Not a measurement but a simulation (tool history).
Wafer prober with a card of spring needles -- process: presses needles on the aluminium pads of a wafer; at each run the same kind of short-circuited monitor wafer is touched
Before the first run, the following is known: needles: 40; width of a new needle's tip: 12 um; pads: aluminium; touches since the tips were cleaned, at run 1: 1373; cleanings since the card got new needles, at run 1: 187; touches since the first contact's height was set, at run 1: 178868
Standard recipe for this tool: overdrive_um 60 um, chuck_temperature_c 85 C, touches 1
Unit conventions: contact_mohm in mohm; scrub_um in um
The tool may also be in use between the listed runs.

run     day  overdrive_um  chuck_temperature_c  touches  touches since the tips were cleaned  cleanings since the card got new needles  touches since the first contact's height was set  contact_mohm  scrub_um
  1       0            60                   85        1                                 1373                                       187                                            178868           283     14.53
      0.054  -- tips cleaned on abrasive film
      0.262  -- tips cleaned on abrasive film
      0.525  -- tips cleaned on abrasive film
      0.783  -- tips cleaned on abrasive film
      1.042  -- tips cleaned on abrasive film
       1.25  -- tips cleaned on abrasive film
      1.512  -- tips cleaned on abrasive film
      1.771  -- tips cleaned on abrasive film
      1.979  -- tips cleaned on abrasive film
  2   2.079            60                   85        1                                  856                                       196                                            196717           279     14.48
      2.238  -- tips cleaned on abrasive film
      2.446  -- tips cleaned on abrasive film
      2.704  -- tips cleaned on abrasive film
      2.962  -- tips cleaned on abrasive film
      3.171  -- tips cleaned on abrasive film
      3.433  -- tips cleaned on abrasive film
      3.642  -- tips cleaned on abrasive film
       3.85  -- tips cleaned on abrasive film
      4.108  -- tips cleaned on abrasive film
  3   4.225            60                   85        2                                 1017                                       205                                            215171           270      14.3
      4.333  -- tips cleaned on abrasive film
      4.592  -- tips cleaned on abrasive film
       4.85  -- tips cleaned on abrasive film
      5.017  -- height of the first contact set anew
      5.125  -- tips cleaned on abrasive film
      5.383  -- tips cleaned on abrasive film
      5.642  -- tips cleaned on abrasive film
      5.854  -- tips cleaned on abrasive film
  4   5.854            60                   85        2                                    0                                       212                                              7183           254     15.99
      6.062  -- tips cleaned on abrasive film
      6.271  -- tips cleaned on abrasive film
      6.479  -- tips cleaned on abrasive film
      6.742  -- tips cleaned on abrasive film
          7  -- tips cleaned on abrasive film
      7.258  -- tips cleaned on abrasive film
  5   7.454            55                   85        1                                 1692                                       218                                             20950           292      14.6
      7.508  -- tips cleaned on abrasive film
      7.767  -- tips cleaned on abrasive film
      7.975  -- tips cleaned on abrasive film
      8.238  -- tips cleaned on abrasive film
      8.496  -- tips cleaned on abrasive film
      8.704  -- tips cleaned on abrasive film
      8.962  -- tips cleaned on abrasive film
      9.225  -- tips cleaned on abrasive film
      9.483  -- tips cleaned on abrasive film
      9.742  -- tips cleaned on abrasive film
     10.004  -- tips cleaned on abrasive film
     10.212  -- tips cleaned on abrasive film
  6  10.296            55                   85        1                                  748                                       230                                             45394           281     14.25
     10.454  -- tips cleaned on abrasive film
     10.662  -- tips cleaned on abrasive film
     10.925  -- tips cleaned on abrasive film
     11.133  -- tips cleaned on abrasive film
     11.392  -- tips cleaned on abrasive film
       11.6  -- tips cleaned on abrasive film
     11.858  -- tips cleaned on abrasive film
     12.121  -- tips cleaned on abrasive film
     12.379  -- tips cleaned on abrasive film
     12.638  -- tips cleaned on abrasive film
  7    12.8            55                   85        1                                 1401                                       240                                             66915           292     14.19
     12.854  -- tips cleaned on abrasive film
     13.112  -- tips cleaned on abrasive film
     13.375  -- tips cleaned on abrasive film
     13.583  -- tips cleaned on abrasive film
     13.842  -- tips cleaned on abrasive film
      14.05  -- tips cleaned on abrasive film
  8  14.225            55                   85        1                                 1513                                       246                                             79155           292     14.09
     14.279  -- tips cleaned on abrasive film
     14.488  -- tips cleaned on abrasive film
     14.746  -- tips cleaned on abrasive film
     14.954  -- tips cleaned on abrasive film
     15.217  -- tips cleaned on abrasive film
     15.475  -- tips cleaned on abrasive film
     15.683  -- tips cleaned on abrasive film
     15.942  -- tips cleaned on abrasive film
     16.204  -- tips cleaned on abrasive film
     16.462  -- tips cleaned on abrasive film
     16.721  -- tips cleaned on abrasive film
     16.983  -- tips cleaned on abrasive film
  9  17.162            55                   85        1                                 1594                                       258                                            104446           295     13.78
     17.221  -- tips cleaned on abrasive film
     17.429  -- tips cleaned on abrasive film
     17.688  -- tips cleaned on abrasive film
     17.946  -- tips cleaned on abrasive film
     18.208  -- tips cleaned on abrasive film
     18.467  -- tips cleaned on abrasive film
     18.675  -- tips cleaned on abrasive film
     18.933  -- tips cleaned on abrasive film
     19.142  -- tips cleaned on abrasive film
      19.35  -- tips cleaned on abrasive film
     19.612  -- tips cleaned on abrasive film
 10   19.75            55                   85        1                                 1202                                       269                                            126660           293     13.62
     19.854  -- tips cleaned on abrasive film
     20.117  -- tips cleaned on abrasive film
     20.375  -- tips cleaned on abrasive film
     20.583  -- tips cleaned on abrasive film
     20.842  -- tips cleaned on abrasive film
     21.104  -- tips cleaned on abrasive film
     21.362  -- tips cleaned on abrasive film
     21.621  -- tips cleaned on abrasive film
     22.121  -- card fitted with new needles
     22.383  -- tips cleaned on abrasive film
     22.642  -- tips cleaned on abrasive film
       22.9  -- tips cleaned on abrasive film
     23.162  -- tips cleaned on abrasive film
 11  23.317            54                   48        1                                 1347                                         4                                             10289           264     14.34
     23.417  -- tips cleaned on abrasive film
     23.679  -- tips cleaned on abrasive film
     23.938  -- tips cleaned on abrasive film
     24.196  -- tips cleaned on abrasive film
     24.458  -- tips cleaned on abrasive film
     24.717  -- tips cleaned on abrasive film
     24.975  -- tips cleaned on abrasive film
     25.238  -- tips cleaned on abrasive film
     25.496  -- tips cleaned on abrasive film
     25.754  -- tips cleaned on abrasive film
     25.962  -- tips cleaned on abrasive film
     26.225  -- tips cleaned on abrasive film
     26.433  -- tips cleaned on abrasive film
 12  26.554            54                   48        1                                 1050                                        17                                             38137           259     14.23
     26.658  -- tips cleaned on abrasive film
     26.917  -- tips cleaned on abrasive film
     27.179  -- tips cleaned on abrasive film
     27.438  -- tips cleaned on abrasive film
     27.646  -- tips cleaned on abrasive film
     27.908  -- tips cleaned on abrasive film
     28.117  -- tips cleaned on abrasive film
     28.375  -- tips cleaned on abrasive film
     28.633  -- tips cleaned on abrasive film
     28.842  -- tips cleaned on abrasive film
     29.062  -- tips cleaned on abrasive film
 13  29.062            54                   48        1                                    0                                        28                                             59700           244     14.04
     29.321  -- tips cleaned on abrasive film
     29.533  -- tips cleaned on abrasive film
     29.792  -- tips cleaned on abrasive film
         30  -- tips cleaned on abrasive film
     30.258  -- tips cleaned on abrasive film
     30.521  -- tips cleaned on abrasive film
     30.729  -- tips cleaned on abrasive film
     30.988  -- tips cleaned on abrasive film
 14  31.162            78                   37        2                                 1540                                        36                                             77782           243      20.3
     31.217  -- tips cleaned on abrasive film
     31.479  -- tips cleaned on abrasive film
     31.738  -- tips cleaned on abrasive film
     31.996  -- tips cleaned on abrasive film
     32.208  -- tips cleaned on abrasive film
     32.417  -- tips cleaned on abrasive film
     32.675  -- tips cleaned on abrasive film
     32.883  -- tips cleaned on abrasive film
     33.142  -- tips cleaned on abrasive film
      33.35  -- tips cleaned on abrasive film
     33.612  -- tips cleaned on abrasive film
     33.871  -- tips cleaned on abrasive film
     34.079  -- tips cleaned on abrasive film
     34.338  -- tips cleaned on abrasive film
 15  34.412            78                   37        2                                  629                                        50                                            105683           241     20.18
     34.567  -- tips cleaned on abrasive film
     34.829  -- tips cleaned on abrasive film
     35.088  -- tips cleaned on abrasive film
     35.346  -- tips cleaned on abrasive film
     35.608  -- tips cleaned on abrasive film
     35.817  -- tips cleaned on abrasive film
     36.075  -- tips cleaned on abrasive film
 16  36.238            63                   33        2                                 1414                                        57                                            121402           252     15.84
     36.292  -- tips cleaned on abrasive film
       36.5  -- tips cleaned on abrasive film
     36.762  -- tips cleaned on abrasive film
     37.021  -- tips cleaned on abrasive film
     37.279  -- tips cleaned on abrasive film
     37.488  -- tips cleaned on abrasive film
      37.75  -- tips cleaned on abrasive film
     37.958  -- tips cleaned on abrasive film
     38.167  -- tips cleaned on abrasive film
 17  38.304            79                   85        1                                 1222                                        66                                            139166           262     19.91
     38.412  -- tips cleaned on abrasive film
     38.671  -- tips cleaned on abrasive film
     38.929  -- tips cleaned on abrasive film
     39.192  -- tips cleaned on abrasive film
       39.4  -- tips cleaned on abrasive film
     39.658  -- tips cleaned on abrasive film
     39.867  -- tips cleaned on abrasive film
     40.129  -- tips cleaned on abrasive film
     40.388  -- tips cleaned on abrasive film
 18  40.517            79                   85        1                                 1140                                        75                                            158190           261     19.89

How the hidden state differs across the entries between the runs, from the last listed run before each to the first after it:
Between runs 1 and 2: tips cleaned on abrasive film (day 0.054); tips cleaned on abrasive film (day 0.262); tips cleaned on abrasive film (day 0.525); tips cleaned on abrasive film (day 0.783); tips cleaned on abrasive film (day 1.042); tips cleaned on abrasive film (day 1.25); tips cleaned on abrasive film (day 1.512); tips cleaned on abrasive film (day 1.771); tips cleaned on abrasive film (day 1.979)
  debris on the tips, nm: 71.1 -> 52.4; way that the needles fall short of the set height, um: 5.47 -> 6.02; tips' diameter, um: 16.22 -> 16.41
  difference, measured minus the result without the unlogged condition, contact_mohm: +33 -> +26 mohm; scrub_um: -1.47 -> -1.61 um
Between runs 2 and 3: tips cleaned on abrasive film (day 2.238); tips cleaned on abrasive film (day 2.446); tips cleaned on abrasive film (day 2.704); tips cleaned on abrasive film (day 2.962); tips cleaned on abrasive film (day 3.171); tips cleaned on abrasive film (day 3.433); tips cleaned on abrasive film (day 3.642); tips cleaned on abrasive film (day 3.85); tips cleaned on abrasive film (day 4.108)
  debris on the tips, nm: 52.4 -> 54.4; way that the needles fall short of the set height, um: 6.02 -> 6.65; tips' diameter, um: 16.41 -> 16.63
  difference, measured minus the result without the unlogged condition, contact_mohm: +26 -> +19 mohm; scrub_um: -1.61 -> -1.78 um
Between runs 3 and 4: tips cleaned on abrasive film (day 4.333); tips cleaned on abrasive film (day 4.592); tips cleaned on abrasive film (day 4.85); height of the first contact set anew (day 5.017); tips cleaned on abrasive film (day 5.125); tips cleaned on abrasive film (day 5.383); tips cleaned on abrasive film (day 5.642); tips cleaned on abrasive film (day 5.854)
  debris on the tips, nm: 54.4 -> 7.9; way that the needles fall short of the set height, um: 6.65 -> 0.25; tips' diameter, um: 16.63 -> 16.79
  difference, measured minus the result without the unlogged condition, contact_mohm: +19 -> +5 mohm; scrub_um: -1.78 -> -0.07 um
Between runs 4 and 5: tips cleaned on abrasive film (day 6.062); tips cleaned on abrasive film (day 6.271); tips cleaned on abrasive film (day 6.479); tips cleaned on abrasive film (day 6.742); tips cleaned on abrasive film (day 7); tips cleaned on abrasive film (day 7.258)
  debris on the tips, nm: 7.9 -> 84.1; way that the needles fall short of the set height, um: 0.25 -> 0.65; tips' diameter, um: 16.79 -> 16.93
  difference, measured minus the result without the unlogged condition, contact_mohm: +5 -> +40 mohm; scrub_um: -0.07 -> -0.17 um
Between runs 5 and 6: tips cleaned on abrasive film (day 7.508); tips cleaned on abrasive film (day 7.767); tips cleaned on abrasive film (day 7.975); tips cleaned on abrasive film (day 8.238); tips cleaned on abrasive film (day 8.496); tips cleaned on abrasive film (day 8.704); tips cleaned on abrasive film (day 8.962); tips cleaned on abrasive film (day 9.225); tips cleaned on abrasive film (day 9.483); tips cleaned on abrasive film (day 9.742); tips cleaned on abrasive film (day 10.004); tips cleaned on abrasive film (day 10.212)
  debris on the tips, nm: 84.1 -> 48.1; way that the needles fall short of the set height, um: 0.65 -> 1.46; tips' diameter, um: 16.93 -> 17.21
  difference, measured minus the result without the unlogged condition, contact_mohm: +40 -> +26 mohm; scrub_um: -0.17 -> -0.39 um
Between runs 6 and 7: tips cleaned on abrasive film (day 10.454); tips cleaned on abrasive film (day 10.662); tips cleaned on abrasive film (day 10.925); tips cleaned on abrasive film (day 11.133); tips cleaned on abrasive film (day 11.392); tips cleaned on abrasive film (day 11.6); tips cleaned on abrasive film (day 11.858); tips cleaned on abrasive film (day 12.121); tips cleaned on abrasive film (day 12.379); tips cleaned on abrasive film (day 12.638)
  debris on the tips, nm: 48.1 -> 73.4; way that the needles fall short of the set height, um: 1.46 -> 2.15; tips' diameter, um: 17.21 -> 17.45
  difference, measured minus the result without the unlogged condition, contact_mohm: +26 -> +39 mohm; scrub_um: -0.39 -> -0.57 um
Between runs 7 and 8: tips cleaned on abrasive film (day 12.854); tips cleaned on abrasive film (day 13.112); tips cleaned on abrasive film (day 13.375); tips cleaned on abrasive film (day 13.583); tips cleaned on abrasive film (day 13.842); tips cleaned on abrasive film (day 14.05)
  debris on the tips, nm: 73.4 -> 72.9; way that the needles fall short of the set height, um: 2.15 -> 2.47; tips' diameter, um: 17.45 -> 17.57
  difference, measured minus the result without the unlogged condition, contact_mohm: +39 -> +40 mohm; scrub_um: -0.57 -> -0.66 um
Between runs 8 and 9: tips cleaned on abrasive film (day 14.279); tips cleaned on abrasive film (day 14.488); tips cleaned on abrasive film (day 14.746); tips cleaned on abrasive film (day 14.954); tips cleaned on abrasive film (day 15.217); tips cleaned on abrasive film (day 15.475); tips cleaned on abrasive film (day 15.683); tips cleaned on abrasive film (day 15.942); tips cleaned on abrasive film (day 16.204); tips cleaned on abrasive film (day 16.462); tips cleaned on abrasive film (day 16.721); tips cleaned on abrasive film (day 16.983)
  debris on the tips, nm: 72.9 -> 82; way that the needles fall short of the set height, um: 2.47 -> 3.29; tips' diameter, um: 17.57 -> 17.85
  difference, measured minus the result without the unlogged condition, contact_mohm: +40 -> +46 mohm; scrub_um: -0.66 -> -0.88 um
Between runs 9 and 10: tips cleaned on abrasive film (day 17.221); tips cleaned on abrasive film (day 17.429); tips cleaned on abrasive film (day 17.688); tips cleaned on abrasive film (day 17.946); tips cleaned on abrasive film (day 18.208); tips cleaned on abrasive film (day 18.467); tips cleaned on abrasive film (day 18.675); tips cleaned on abrasive film (day 18.933); tips cleaned on abrasive film (day 19.142); tips cleaned on abrasive film (day 19.35); tips cleaned on abrasive film (day 19.612)
  debris on the tips, nm: 82 -> 68; way that the needles fall short of the set height, um: 3.29 -> 4.01; tips' diameter, um: 17.85 -> 18.1
  difference, measured minus the result without the unlogged condition, contact_mohm: +46 -> +42 mohm; scrub_um: -0.88 -> -1.08 um
Between runs 10 and 11: tips cleaned on abrasive film (day 19.854); tips cleaned on abrasive film (day 20.117); tips cleaned on abrasive film (day 20.375); tips cleaned on abrasive film (day 20.583); tips cleaned on abrasive film (day 20.842); tips cleaned on abrasive film (day 21.104); tips cleaned on abrasive film (day 21.362); tips cleaned on abrasive film (day 21.621); card fitted with new needles (day 22.121); tips cleaned on abrasive film (day 22.383); tips cleaned on abrasive film (day 22.642); tips cleaned on abrasive film (day 22.9); tips cleaned on abrasive film (day 23.162)
  debris on the tips, nm: 68 -> 73; way that the needles fall short of the set height, um: 4.01 -> 0.25; tips' diameter, um: 18.1 -> 12.09
  difference, measured minus the result without the unlogged condition, contact_mohm: +42 -> +23 mohm; scrub_um: -1.08 -> -0.07 um
Between runs 11 and 12: tips cleaned on abrasive film (day 23.417); tips cleaned on abrasive film (day 23.679); tips cleaned on abrasive film (day 23.938); tips cleaned on abrasive film (day 24.196); tips cleaned on abrasive film (day 24.458); tips cleaned on abrasive film (day 24.717); tips cleaned on abrasive film (day 24.975); tips cleaned on abrasive film (day 25.238); tips cleaned on abrasive film (day 25.496); tips cleaned on abrasive film (day 25.754); tips cleaned on abrasive film (day 25.962); tips cleaned on abrasive film (day 26.225); tips cleaned on abrasive film (day 26.433)
  debris on the tips, nm: 73 -> 59.8; way that the needles fall short of the set height, um: 0.25 -> 1.08; tips' diameter, um: 12.09 -> 12.38
  difference, measured minus the result without the unlogged condition, contact_mohm: +23 -> +20 mohm; scrub_um: -0.07 -> -0.29 um
Between runs 12 and 13: tips cleaned on abrasive film (day 26.658); tips cleaned on abrasive film (day 26.917); tips cleaned on abrasive film (day 27.179); tips cleaned on abrasive film (day 27.438); tips cleaned on abrasive film (day 27.646); tips cleaned on abrasive film (day 27.908); tips cleaned on abrasive film (day 28.117); tips cleaned on abrasive film (day 28.375); tips cleaned on abrasive film (day 28.633); tips cleaned on abrasive film (day 28.842); tips cleaned on abrasive film (day 29.062)
  debris on the tips, nm: 59.8 -> 7.2; way that the needles fall short of the set height, um: 1.08 -> 1.77; tips' diameter, um: 12.38 -> 12.62
  difference, measured minus the result without the unlogged condition, contact_mohm: +20 -> +4 mohm; scrub_um: -0.29 -> -0.48 um
Between runs 13 and 14: tips cleaned on abrasive film (day 29.321); tips cleaned on abrasive film (day 29.533); tips cleaned on abrasive film (day 29.792); tips cleaned on abrasive film (day 30); tips cleaned on abrasive film (day 30.258); tips cleaned on abrasive film (day 30.521); tips cleaned on abrasive film (day 30.729); tips cleaned on abrasive film (day 30.988)
  debris on the tips, nm: 7.2 -> 76.3; way that the needles fall short of the set height, um: 1.77 -> 2.31; tips' diameter, um: 12.62 -> 12.81
  difference, measured minus the result without the unlogged condition, contact_mohm: +4 -> +10 mohm; scrub_um: -0.48 -> -0.62 um
Between runs 14 and 15: tips cleaned on abrasive film (day 31.217); tips cleaned on abrasive film (day 31.479); tips cleaned on abrasive film (day 31.738); tips cleaned on abrasive film (day 31.996); tips cleaned on abrasive film (day 32.208); tips cleaned on abrasive film (day 32.417); tips cleaned on abrasive film (day 32.675); tips cleaned on abrasive film (day 32.883); tips cleaned on abrasive film (day 33.142); tips cleaned on abrasive film (day 33.35); tips cleaned on abrasive film (day 33.612); tips cleaned on abrasive film (day 33.871); tips cleaned on abrasive film (day 34.079); tips cleaned on abrasive film (day 34.338)
  debris on the tips, nm: 76.3 -> 38.2; way that the needles fall short of the set height, um: 2.31 -> 3.19; tips' diameter, um: 12.81 -> 13.11
  difference, measured minus the result without the unlogged condition, contact_mohm: +10 -> +6 mohm; scrub_um: -0.62 -> -0.85 um
Between runs 15 and 16: tips cleaned on abrasive film (day 34.567); tips cleaned on abrasive film (day 34.829); tips cleaned on abrasive film (day 35.088); tips cleaned on abrasive film (day 35.346); tips cleaned on abrasive film (day 35.608); tips cleaned on abrasive film (day 35.817); tips cleaned on abrasive film (day 36.075)
  debris on the tips, nm: 38.2 -> 71.6; way that the needles fall short of the set height, um: 3.19 -> 3.58; tips' diameter, um: 13.11 -> 13.25
  difference, measured minus the result without the unlogged condition, contact_mohm: +6 -> +14 mohm; scrub_um: -0.85 -> -0.95 um
Between runs 16 and 17: tips cleaned on abrasive film (day 36.292); tips cleaned on abrasive film (day 36.5); tips cleaned on abrasive film (day 36.762); tips cleaned on abrasive film (day 37.021); tips cleaned on abrasive film (day 37.279); tips cleaned on abrasive film (day 37.488); tips cleaned on abrasive film (day 37.75); tips cleaned on abrasive film (day 37.958); tips cleaned on abrasive film (day 38.167)
  debris on the tips, nm: 71.6 -> 62.1; way that the needles fall short of the set height, um: 3.58 -> 4.14; tips' diameter, um: 13.25 -> 13.45
  difference, measured minus the result without the unlogged condition, contact_mohm: +14 -> +13 mohm; scrub_um: -0.95 -> -1.11 um
Between runs 17 and 18: tips cleaned on abrasive film (day 38.412); tips cleaned on abrasive film (day 38.671); tips cleaned on abrasive film (day 38.929); tips cleaned on abrasive film (day 39.192); tips cleaned on abrasive film (day 39.4); tips cleaned on abrasive film (day 39.658); tips cleaned on abrasive film (day 39.867); tips cleaned on abrasive film (day 40.129); tips cleaned on abrasive film (day 40.388)
  debris on the tips, nm: 62.1 -> 61.7; way that the needles fall short of the set height, um: 4.14 -> 4.76; tips' diameter, um: 13.45 -> 13.66
  difference, measured minus the result without the unlogged condition, contact_mohm: +13 -> +13 mohm; scrub_um: -1.11 -> -1.27 um
